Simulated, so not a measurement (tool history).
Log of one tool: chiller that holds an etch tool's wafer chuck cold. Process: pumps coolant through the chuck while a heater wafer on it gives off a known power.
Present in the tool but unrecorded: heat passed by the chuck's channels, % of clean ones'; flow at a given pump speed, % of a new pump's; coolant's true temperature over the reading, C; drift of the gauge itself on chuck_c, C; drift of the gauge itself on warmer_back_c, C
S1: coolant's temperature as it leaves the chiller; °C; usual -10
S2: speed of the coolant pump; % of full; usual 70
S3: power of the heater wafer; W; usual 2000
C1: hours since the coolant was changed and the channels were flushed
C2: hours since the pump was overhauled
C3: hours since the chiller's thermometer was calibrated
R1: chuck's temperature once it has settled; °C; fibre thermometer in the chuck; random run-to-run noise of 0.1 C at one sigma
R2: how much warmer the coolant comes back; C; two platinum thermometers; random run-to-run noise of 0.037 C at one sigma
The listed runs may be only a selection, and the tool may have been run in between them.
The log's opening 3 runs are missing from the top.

run 4 hour=165.7 | S1=-10 S2=70 S3=2000 | C1=5023 C2=2200 C3=3181 | R1=5.9 R2=7.29
run 5 hour=211.8 | S1=-10 S2=70 S3=2000 | C1=5069 C2=2246 C3=3227 | R1=5.9 R2=7.20
run 6 hour=250.8 | S1=-10 S2=70 S3=2000 | C1=5108 C2=2285 C3=3266 | R1=5.8 R2=7.32
run 7 hour=318.1 | S1=-10 S2=70 S3=2367 | C1=5176 C2=2352 C3=3334 | R1=9.0 R2=8.70
run 8 hour=370.2 | S1=-10 S2=70 S3=2367 | C1=5228 C2=2404 C3=3386 | R1=9.1 R2=8.69
run 9 hour=416.1 | S1=-10 S2=70 S3=2367 | C1=5274 C2=2450 C3=3432 | R1=8.9 R2=8.56
-- hour=421.9 chiller's thermometer calibrated
run 10 hour=444.6 | S1=-10 S2=70 S3=2367 | C1=5301 C2=2478 C3=23 | R1=9.0 R2=8.60
run 11 hour=509.2 | S1=-10 S2=70 S3=2367 | C1=5366 C2=2542 C3=87 | R1=9.2 R2=8.62
run 12 hour=543.3 | S1=-10 S2=70 S3=2367 | C1=5400 C2=2576 C3=121 | R1=9.1 R2=8.67
run 13 hour=579.3 | S1=-10 S2=70 S3=2367 | C1=5436 C2=2612 C3=157 | R1=9.3 R2=8.68
run 14 hour=620.7 | S1=-10 S2=70 S3=2367 | C1=5477 C2=2654 C3=199 | R1=9.1 R2=8.61
run 15 hour=653.1 | S1=-10 S2=70 S3=2367 | C1=5510 C2=2686 C3=231 | R1=9.3 R2=8.64
run 16 hour=714.5 | S1=-10 S2=70 S3=2367 | C1=5571 C2=2748 C3=293 | R1=9.0 R2=8.65
run 17 hour=768.3 | S1=-10 S2=70 S3=2367 | C1=5625 C2=2801 C3=346 | R1=9.3 R2=8.68
run 18 hour=836.5 | S1=-10 S2=70 S3=2446 | C1=5693 C2=2870 C3=415 | R1=9.8 R2=8.97
run 19 hour=888.2 | S1=-2 S2=67 S3=1685 | C1=5745 C2=2921 C3=466 | R1=12.2 R2=6.46
run 20 hour=935.5 | S1=-2 S2=67 S3=1685 | C1=5792 C2=2969 C3=514 | R1=12.1 R2=6.45

What does the tool deliver on the next run?
run 21 hour=984.8 | S1=-10 S2=70 S3=1336 | C1=5841 C2=3018 C3=563 | R1=? R2=?

Run 21 yielded R1 1.0 °C, R2 4.94 C.
Were there no unlogged condition in the tool, this run, its random variation unchanged, would have produced R1 0.2 °C, R2 4.75 C.

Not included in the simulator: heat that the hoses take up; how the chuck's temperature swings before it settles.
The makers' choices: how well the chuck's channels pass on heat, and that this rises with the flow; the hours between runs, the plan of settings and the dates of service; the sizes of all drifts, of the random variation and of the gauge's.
